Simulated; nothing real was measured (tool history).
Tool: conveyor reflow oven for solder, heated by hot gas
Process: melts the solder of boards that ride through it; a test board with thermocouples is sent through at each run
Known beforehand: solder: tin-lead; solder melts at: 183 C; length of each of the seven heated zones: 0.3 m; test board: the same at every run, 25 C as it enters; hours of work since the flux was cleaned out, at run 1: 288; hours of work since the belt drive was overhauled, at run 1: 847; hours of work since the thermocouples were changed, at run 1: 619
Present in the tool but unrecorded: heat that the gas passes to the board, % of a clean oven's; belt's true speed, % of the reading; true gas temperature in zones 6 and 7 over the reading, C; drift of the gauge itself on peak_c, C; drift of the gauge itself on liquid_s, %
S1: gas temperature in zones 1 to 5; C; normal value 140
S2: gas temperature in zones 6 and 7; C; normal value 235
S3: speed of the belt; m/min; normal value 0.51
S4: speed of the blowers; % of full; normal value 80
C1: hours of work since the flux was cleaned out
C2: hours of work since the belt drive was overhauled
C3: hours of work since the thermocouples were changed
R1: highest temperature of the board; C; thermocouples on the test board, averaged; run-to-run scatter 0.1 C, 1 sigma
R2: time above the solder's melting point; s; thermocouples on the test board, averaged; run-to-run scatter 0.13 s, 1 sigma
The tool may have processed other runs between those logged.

run     day   S1   S2     S3  S4   C1    C2   C3     R1    R2
  1       0  140  235   0.51  80  288   847  619    218  54.6
  2   1.058  140  235  0.498  80  305   864  636  218.6  56.8
  3   1.888  137  235   0.51  80  318   878  650  217.2    53
  4   2.471  137  235   0.51  80  328   887  659    217    53
  5   3.604  137  235   0.51  80  346   905  678  217.2  53.1
      4.079  -- flux residue cleaned out of gas plates and filters
  6    5.05  140  235  0.474  80   16   925  698  219.1  60.4
  7   5.746  140  235  0.474  80   27   936  709  219.1  60.4
  8   6.933  140  235  0.474  80   46   956  728  219.2  60.1
  9   7.588  140  235  0.474  80   57   966  738    219    60
 10   8.146  140  235  0.474  80   66   975  747    219  60.3
      8.621  -- thermocouples of zones 6 and 7 changed
 11   9.062  140  235  0.474  80   79   989    7  217.3  58.8
 12  10.038  140  235  0.474  80   95  1004   23  217.2  58.7
     10.688  -- flux residue cleaned out of gas plates and filters, once more
 13  11.358  140  235  0.474  80   11  1022   41  221.1    62
 14  12.008  140  235   0.51  80   21  1033   51  218.6  55.9
 15  12.646  140  235   0.51  80   32  1043   62  218.7  55.9
 16  13.575  138  235   0.51  80   47  1058   77  218.3  55.3
 17  14.792  126  243  0.602  80   66  1078   96  215.9  40.8
 18  15.904  126  243  0.602  80   84  1096  114  215.9    41
 19  17.167  128  243  0.602  80  104  1116  134  216.4  41.9
 20  18.471  126  234  0.507  71  126  1137  156  212.3  46.3
 21  19.062  126  234  0.507  71  135  1147  165  212.5  46.3
 22  19.596  125  235  0.575  89  144  1155  174  213.4  41.6
 23  20.508  125  235  0.575  89  158  1170  188  213.4  41.6
 24    21.2  155  242  0.423  83  170  1181  200  232.5  84.1
 25  22.233  132  228   0.51  80  186  1198  216  210.9  47.3
 26  22.892  140  235   0.51  75  197  1208  227  216.8  54.8
 27  23.662  140  235  0.602  85  209  1221  239  213.8  43.5
 28  24.317  140  235  0.602  85  220  1231  250  213.7  43.4
 29  25.575  140  235  0.602  85  240  1252  270  213.4  43.4
 30  26.642  138  234  0.478  75  257  1269  287  217.6  58.5

Below, some changes in R1 between adjacent runs. For each, the amount present without the hidden state too (settings, incoming material, random variation) and the amount remaining for the hidden state with gauge scatter not shared by both compared results:
Run 5 -> 6: S1 137 -> 140, S3 0.51 -> 0.474, flux residue cleaned out of gas plates and filters. R1 +1.9 C: hidden state -0.7, all else +2.6.
Run 10 -> 11: thermocouples of zones 6 and 7 changed. R1 -1.7 C: hidden state -1.7, all else +0.
Run 12 -> 13: flux residue cleaned out of gas plates and filters, once more. R1 +3.9 C: hidden state +3.7, all else +0.2.
Run 23 -> 24: S1 125 -> 155, S2 235 -> 242, S3 0.575 -> 0.423, S4 89 -> 83. R1 +19.1 C: hidden state +0.3, all else +18.8.
Run 24 -> 25: S1 155 -> 132, S2 242 -> 228, S3 0.423 -> 0.51, S4 83 -> 80. R1 -21.6 C: hidden state -0.3, all else -21.3.
Run 25 -> 26: S1 132 -> 140, S2 228 -> 235, S4 80 -> 75. R1 +5.9 C: hidden state +0.1, all else +5.8.
